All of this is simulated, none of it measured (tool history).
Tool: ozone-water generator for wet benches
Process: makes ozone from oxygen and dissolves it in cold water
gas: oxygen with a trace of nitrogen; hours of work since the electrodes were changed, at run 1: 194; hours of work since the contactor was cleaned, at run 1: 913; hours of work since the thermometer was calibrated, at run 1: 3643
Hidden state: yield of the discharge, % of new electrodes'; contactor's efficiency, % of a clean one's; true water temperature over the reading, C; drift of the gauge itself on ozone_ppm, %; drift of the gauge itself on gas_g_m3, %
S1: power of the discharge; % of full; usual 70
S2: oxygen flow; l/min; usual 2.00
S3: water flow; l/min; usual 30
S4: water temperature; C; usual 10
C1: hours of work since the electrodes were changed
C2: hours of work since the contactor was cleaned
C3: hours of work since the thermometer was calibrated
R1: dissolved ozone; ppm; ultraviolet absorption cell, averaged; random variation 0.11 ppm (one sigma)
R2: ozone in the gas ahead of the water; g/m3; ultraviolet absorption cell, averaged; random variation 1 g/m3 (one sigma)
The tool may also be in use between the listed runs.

Run 1, hour 0.0: usual settings; C1 194; C2 913; C3 3643. Result: R1 8.2 ppm, R2 183.5 g/m3.
Run 2, hour 29.5: usual settings but S2 1.85 l/min; C1 216; C2 935; C3 3665. Result: R1 7.9 ppm, R2 188.1 g/m3.
Run 3, hour 42.9: usual settings; C1 226; C2 944; C3 3675. Result: R1 8.3 ppm, R2 182.7 g/m3.
Run 4, hour 72.7: usual settings; C1 248; C2 966; C3 3696. Result: R1 8.5 ppm, R2 182.8 g/m3.
Run 5, hour 94.0: usual settings; C1 263; C2 982; C3 3712. Result: R1 8.2 ppm, R2 182.5 g/m3.
Run 6, hour 121.1: usual settings; C1 283; C2 1002; C3 3732. Result: R1 8.1 ppm, R2 181.5 g/m3.
Run 7, hour 137.7: usual settings but S3 26 l/min; C1 295; C2 1014; C3 3744. Result: R1 9.5 ppm, R2 182.5 g/m3.
Run 8, hour 151.3: usual settings but S3 26 l/min; C1 305; C2 1024; C3 3754. Result: R1 9.4 ppm, R2 181.3 g/m3.
Run 9, hour 174.0: usual settings but S3 26 l/min; C1 322; C2 1040; C3 3771. Result: R1 9.8 ppm, R2 182.9 g/m3.
Run 10, hour 200.9: usual settings but S1 51 % of full; C1 341; C2 1060; C3 3790. Result: R1 6.4 ppm, R2 141.8 g/m3.
Run 11, hour 219.4: usual settings but S1 51 % of full; C1 355; C2 1074; C3 3804. Result: R1 6.4 ppm, R2 140.9 g/m3.
Run 12, hour 239.1: usual settings but S1 55 % of full, S2 1.96 l/min, S3 23 l/min; C1 369; C2 1088; C3 3818. Result: R1 8.8 ppm, R2 152.6 g/m3.
Run 13, hour 270.2: usual settings but S1 43 % of full, S2 1.34 l/min; C1 392; C2 1111; C3 3841. Result: R1 4.7 ppm, R2 141.5 g/m3.
Run 14, hour 295.5: usual settings but S1 81 % of full, S2 1.25 l/min, S3 41 l/min, S4 15 C; C1 410; C2 1129; C3 3859. Result: R1 5.3 ppm, R2 244.3 g/m3.
Run 15, hour 313.1: usual settings but S1 45 % of full, S2 2.06 l/min, S3 26 l/min, S4 12 C; C1 423; C2 1142; C3 3872. Result: R1 6.5 ppm, R2 126.5 g/m3.
Run 16, hour 329.6: usual settings but S1 45 % of full, S2 2.62 l/min, S3 26 l/min, S4 12 C; C1 435; C2 1154; C3 3884. Result: R1 7.5 ppm, R2 116.6 g/m3.
Run 17, hour 349.8: usual settings but S1 95 % of full, S2 1.71 l/min, S3 41 l/min, S4 17 C; C1 450; C2 1169; C3 3899. Result: R1 7.1 ppm, R2 248.8 g/m3.
Run 18, hour 374.3: usual settings but S2 1.01 l/min; C1 468; C2 1187; C3 3917. Result: R1 5.7 ppm, R2 232.7 g/m3.
Run 19, hour 392.8: usual settings but S2 2.97 l/min, S3 21 l/min; C1 482; C2 1200; C3 3931. Result: R1 13.9 ppm, R2 159.4 g/m3.
Run 20, hour 410.4: usual settings but S2 2.97 l/min, S3 24 l/min; C1 495; C2 1213; C3 3943. Result: R1 12.4 ppm, R2 158.7 g/m3.
Run 21, hour 428.4: usual settings but S2 2.97 l/min, S3 24 l/min; C1 508; C2 1227; C3 3957. Result: R1 12.3 ppm, R2 158.4 g/m3.

5 ways to go on from here, each from the tool as it stands after run 21. What would each give?
Run A, hour 449.4: usual settings but S2 3.34 l/min, S3 24 l/min, S4 7 C; C1 523; C2 1242; C3 3972. Result: R1 ?, R2 ?.
Run B, hour 449.4: usual settings but S2 1.05 l/min, S3 27 l/min; C1 523; C2 1242; C3 3972. Result: R1 ?, R2 ?.
Run C, hour 449.4: usual settings but S2 2.97 l/min, S3 24 l/min, S4 7 C; C1 523; C2 1242; C3 3972. Result: R1 ?, R2 ?.
Run D, hour 449.4: usual settings but S1 85 % of full, S2 3.33 l/min, S4 16 C; C1 523; C2 1242; C3 3972. Result: R1 ?, R2 ?.
Run E, hour 449.4: usual settings but S2 1.43 l/min, S3 37 l/min; C1 523; C2 1242; C3 3972. Result: R1 ?, R2 ?.

run    R1     R2
  A  13.2  151.4
  B   6.5  228.0
  C  12.4  156.7
  D  11.7  177.4
  E   5.5  206.3
Without the tool's hidden state the same runs would have given:
run    R1     R2
  A  13.2  151.4
  B   6.5  228.0
  C  12.4  156.7
  D  11.7  177.4
  E   5.5  206.3

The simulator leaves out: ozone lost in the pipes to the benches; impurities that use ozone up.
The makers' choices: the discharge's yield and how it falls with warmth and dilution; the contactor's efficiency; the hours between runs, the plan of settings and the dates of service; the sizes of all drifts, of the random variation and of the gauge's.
